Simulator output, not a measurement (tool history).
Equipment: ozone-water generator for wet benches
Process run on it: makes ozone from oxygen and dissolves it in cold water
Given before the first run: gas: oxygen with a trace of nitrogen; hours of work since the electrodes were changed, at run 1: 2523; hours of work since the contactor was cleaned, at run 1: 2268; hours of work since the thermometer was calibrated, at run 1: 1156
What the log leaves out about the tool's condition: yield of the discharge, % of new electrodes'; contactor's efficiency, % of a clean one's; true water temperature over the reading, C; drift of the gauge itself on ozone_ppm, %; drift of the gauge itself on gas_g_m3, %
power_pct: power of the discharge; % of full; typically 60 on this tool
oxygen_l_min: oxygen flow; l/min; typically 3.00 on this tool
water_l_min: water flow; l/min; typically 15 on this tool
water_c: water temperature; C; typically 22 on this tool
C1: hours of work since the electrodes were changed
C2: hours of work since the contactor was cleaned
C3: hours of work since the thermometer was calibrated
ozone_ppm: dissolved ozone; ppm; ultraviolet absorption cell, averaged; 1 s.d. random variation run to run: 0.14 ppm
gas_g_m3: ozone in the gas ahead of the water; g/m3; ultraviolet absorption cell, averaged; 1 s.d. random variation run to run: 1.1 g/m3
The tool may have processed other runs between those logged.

{"run": 1, "hour": 0.0, "power_pct": 60, "oxygen_l_min": 3.0, "water_l_min": 15, "water_c": 22, "C1": 2523, "C2": 2268, "C3": 1156, "ozone_ppm": 15.1, "gas_g_m3": 178.3}
{"run": 2, "hour": 53.3, "power_pct": 60, "oxygen_l_min": 3.0, "water_l_min": 15, "water_c": 22, "C1": 2567, "C2": 2311, "C3": 1199, "ozone_ppm": 15.4, "gas_g_m3": 177.3}
{"run": 3, "hour": 124.5, "power_pct": 60, "oxygen_l_min": 3.0, "water_l_min": 15, "water_c": 22, "C1": 2624, "C2": 2369, "C3": 1257, "ozone_ppm": 15.1, "gas_g_m3": 180.3}
{"run": 4, "hour": 205.7, "power_pct": 60, "oxygen_l_min": 3.0, "water_l_min": 15, "water_c": 22, "C1": 2691, "C2": 2435, "C3": 1323, "ozone_ppm": 15.1, "gas_g_m3": 179.8}
{"run": 5, "hour": 268.9, "power_pct": 60, "oxygen_l_min": 3.0, "water_l_min": 15, "water_c": 22, "C1": 2742, "C2": 2487, "C3": 1374, "ozone_ppm": 15.2, "gas_g_m3": 180.1}
{"run": 6, "hour": 319.0, "power_pct": 60, "oxygen_l_min": 3.0, "water_l_min": 15, "water_c": 22, "C1": 2783, "C2": 2527, "C3": 1415, "ozone_ppm": 15.1, "gas_g_m3": 177.3}
{"run": 7, "hour": 386.5, "power_pct": 60, "oxygen_l_min": 3.0, "water_l_min": 15, "water_c": 22, "C1": 2838, "C2": 2582, "C3": 1470, "ozone_ppm": 14.9, "gas_g_m3": 178.0}
{"run": 8, "hour": 467.2, "power_pct": 60, "oxygen_l_min": 3.0, "water_l_min": 15, "water_c": 17, "C1": 2903, "C2": 2648, "C3": 1536, "ozone_ppm": 16.0, "gas_g_m3": 176.6}
{"run": 9, "hour": 506.0, "power_pct": 97, "oxygen_l_min": 3.0, "water_l_min": 13, "water_c": 17, "C1": 2935, "C2": 2680, "C3": 1567, "ozone_ppm": 22.6, "gas_g_m3": 225.8}
{"run": 10, "hour": 563.0, "power_pct": 60, "oxygen_l_min": 1.57, "water_l_min": 15, "water_c": 18, "C1": 2981, "C2": 2726, "C3": 1614, "ozone_ppm": 13.7, "gas_g_m3": 240.9}

For run 11, what comes out?
{"run": 11, "hour": 604.8, "power_pct": 60, "oxygen_l_min": 1.57, "water_l_min": 15, "water_c": 18, "C1": 3015, "C2": 2760, "C3": 1648, "ozone_ppm": "?", "gas_g_m3": "?"}

ozone_ppm: 13.8 ppm
gas_g_m3: 239.7 g/m3
With no hidden state in the tool, this same run would have given ozone_ppm 14.9 ppm, gas_g_m3 253.2 g/m3.

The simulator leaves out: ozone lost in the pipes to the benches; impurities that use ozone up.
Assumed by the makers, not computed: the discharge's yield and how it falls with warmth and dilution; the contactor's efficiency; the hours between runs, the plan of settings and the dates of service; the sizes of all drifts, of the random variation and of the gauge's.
